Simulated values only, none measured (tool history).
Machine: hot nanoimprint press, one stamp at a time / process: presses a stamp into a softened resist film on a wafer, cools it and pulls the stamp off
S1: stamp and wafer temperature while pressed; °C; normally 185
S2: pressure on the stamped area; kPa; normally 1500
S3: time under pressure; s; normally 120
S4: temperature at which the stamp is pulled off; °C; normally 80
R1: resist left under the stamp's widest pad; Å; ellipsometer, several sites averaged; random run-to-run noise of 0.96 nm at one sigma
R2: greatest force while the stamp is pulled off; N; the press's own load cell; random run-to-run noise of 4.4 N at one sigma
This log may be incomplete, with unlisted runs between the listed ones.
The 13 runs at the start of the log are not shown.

{"run": 14, "hour": 623.7, "S1": 185, "S2": 1290, "S3": 120, "S4": 80, "R1": 1478, "R2": 216}
{"run": 15, "hour": 683.2, "S1": 185, "S2": 1290, "S3": 120, "S4": 80, "R1": 1477, "R2": 211}
{"run": 16, "hour": 716.5, "S1": 185, "S2": 1290, "S3": 120, "S4": 80, "R1": 1491, "R2": 206}
{"run": 17, "hour": 768.6, "S1": 185, "S2": 1290, "S3": 120, "S4": 80, "R1": 1471, "R2": 214}
{"run": 18, "hour": 806.8, "S1": 185, "S2": 1290, "S3": 120, "S4": 80, "R1": 1485, "R2": 220}
{"run": 19, "hour": 840.6, "S1": 185, "S2": 2180, "S3": 213, "S4": 80, "R1": 910, "R2": 218}
{"run": 20, "hour": 880.7, "S1": 185, "S2": 1860, "S3": 213, "S4": 80, "R1": 978, "R2": 216}
{"hour": 892.0, "done": "stamp cleaned and given a new release coat"}
{"run": 21, "hour": 935.9, "S1": 185, "S2": 1860, "S3": 213, "S4": 80, "R1": 983, "R2": 204}
{"run": 22, "hour": 985.3, "S1": 178, "S2": 1860, "S3": 213, "S4": 80, "R1": 1282, "R2": 209}
{"run": 23, "hour": 1023.9, "S1": 184, "S2": 960, "S3": 130, "S4": 75, "R1": 1736, "R2": 235}
{"run": 24, "hour": 1073.7, "S1": 184, "S2": 960, "S3": 130, "S4": 75, "R1": 1720, "R2": 234}
{"run": 25, "hour": 1104.5, "S1": 173, "S2": 1500, "S3": 120, "S4": 80, "R1": 2090, "R2": 206}
{"run": 26, "hour": 1132.4, "S1": 188, "S2": 1500, "S3": 120, "S4": 87, "R1": 1247, "R2": 177}
{"hour": 1156.9, "done": "plate thermocouple calibrated"}
{"run": 27, "hour": 1164.6, "S1": 188, "S2": 1420, "S3": 193, "S4": 87, "R1": 1069, "R2": 175}
{"run": 28, "hour": 1198.2, "S1": 188, "S2": 1420, "S3": 193, "S4": 87, "R1": 1069, "R2": 171}
{"run": 29, "hour": 1233.9, "S1": 185, "S2": 1500, "S3": 109, "S4": 68, "R1": 1402, "R2": 279}
{"hour": 1273.3, "done": "stamp cleaned and given a new release coat"}
{"run": 30, "hour": 1277.1, "S1": 185, "S2": 1500, "S3": 133, "S4": 67, "R1": 1314, "R2": 284}
{"run": 31, "hour": 1317.7, "S1": 191, "S2": 1500, "S3": 133, "S4": 67, "R1": 1071, "R2": 283}

Each row is a separate what-if for the run after 31, all from the same tool condition, not one after another. Results?
{"run": "A", "hour": 1347.5, "S1": 191, "S2": 1500, "S3": 147, "S4": 76, "R1": "?", "R2": "?"}
{"run": "B", "hour": 1347.5, "S1": 186, "S2": 1180, "S3": 163, "S4": 80, "R1": "?", "R2": "?"}
{"run": "C", "hour": 1347.5, "S1": 191, "S2": 1330, "S3": 133, "S4": 67, "R1": "?", "R2": "?"}

run=A R1=1028 R2=241
run=B R1=1343 R2=215
run=C R1=1144 R2=273
With the hidden condition removed and each run's random variation left untouched, the same runs would have given:
run=A R1=1026 R2=241
run=B R1=1341 R2=215
run=C R1=1143 R2=272
